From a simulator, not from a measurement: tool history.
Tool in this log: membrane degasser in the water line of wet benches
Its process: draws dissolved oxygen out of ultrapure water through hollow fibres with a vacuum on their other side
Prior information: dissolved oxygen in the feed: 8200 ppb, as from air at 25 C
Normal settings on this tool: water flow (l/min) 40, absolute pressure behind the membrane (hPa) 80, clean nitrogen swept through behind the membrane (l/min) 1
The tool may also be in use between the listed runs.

run	day	water flow (l/min)	absolute pressure behind the membrane (hPa)	clean nitrogen swept through behind the membrane (l/min)	dissolved oxygen in the water behind the degasser (ppb)	pressure that the water loses in the fibres (hPa)
1	0	40	80	1	386.9	488
2	3.154	40	80	1	387	485.6
3	6.046	34	80	1	341.9	410.5
4	10.733	40	80	1	382.6	482.8
5	15.379	60	80	1	550.4	724.7
6	18.85	60	80	1	546.8	732.6
7	23.45	60	80	1	549.2	730.6
8	27.167	40	80	1	392.2	487.3
9	30.525	40	80	0.64	539.5	483
10	33.746	40	80	0.64	544.7	487.1
11	38.042	40	80	1.63	268.3	488.7
12	40.438	40	80	1	391.2	487.8
13	43.508	40	80	1	392.5	487.3
14	47.079	40	115.4	1	649.3	489
15	50.912	40	168.7	1	997.9	487.5
16	54.633	40	80	1	392.2	489.3
17	57.633	40	80	1	392.1	485.4
18	62.908	32	80	1.13	298	390.1
19	66.979	32	80	1.13	301.1	390.9
20	70.838	55	52	1.23	217.4	671.5
21	75.004	40	90.2	0.51	752.9	489
22	77.192	40	90.2	0.51	751.6	492.3
23	80.846	30	52	1.29	117.6	369.3
24	83.108	30	52	1.29	118.5	372.6
25	87.838	42	199	2.67	579	513.6
26	90.85	39	198.1	0.79	1375	478.5
# day 91.558: vacuum gauge calibrated
27	93.175	39	198.1	0.79	1366.8	480.4
28	97.012	47	127	1	810.2	579.6
29	101.162	47	127	1	804.2	579.2
30	105.038	42	80	1	388.6	516.2
31	108.217	49	125.3	2.64	384.6	603

5 ways to go on from here, each from the tool as it stands after run 31. What would each give?
A	110.979	42	179.6	2.74	?	?
B	110.979	24	80	1	?	?
C	110.979	49	77.7	2.64	?	?
D	110.979	44	124.7	2.84	?	?
E	110.979	28	110.8	1.48	?	?

run	dissolved oxygen in the water behind the degasser (ppb)	pressure that the water loses in the fibres (hPa)
A	503.1	519.7
B	247.4	293.2
C	199.9	604.8
D	323.9	539.9
E	325.6	344.7
Without the tool's hidden state the same runs would have given:
run	dissolved oxygen in the water behind the degasser (ppb)	pressure that the water loses in the fibres (hPa)
A	497.8	505.7
B	244.2	285.2
C	196	588.4
D	319.9	525.1
E	321.5	335.2

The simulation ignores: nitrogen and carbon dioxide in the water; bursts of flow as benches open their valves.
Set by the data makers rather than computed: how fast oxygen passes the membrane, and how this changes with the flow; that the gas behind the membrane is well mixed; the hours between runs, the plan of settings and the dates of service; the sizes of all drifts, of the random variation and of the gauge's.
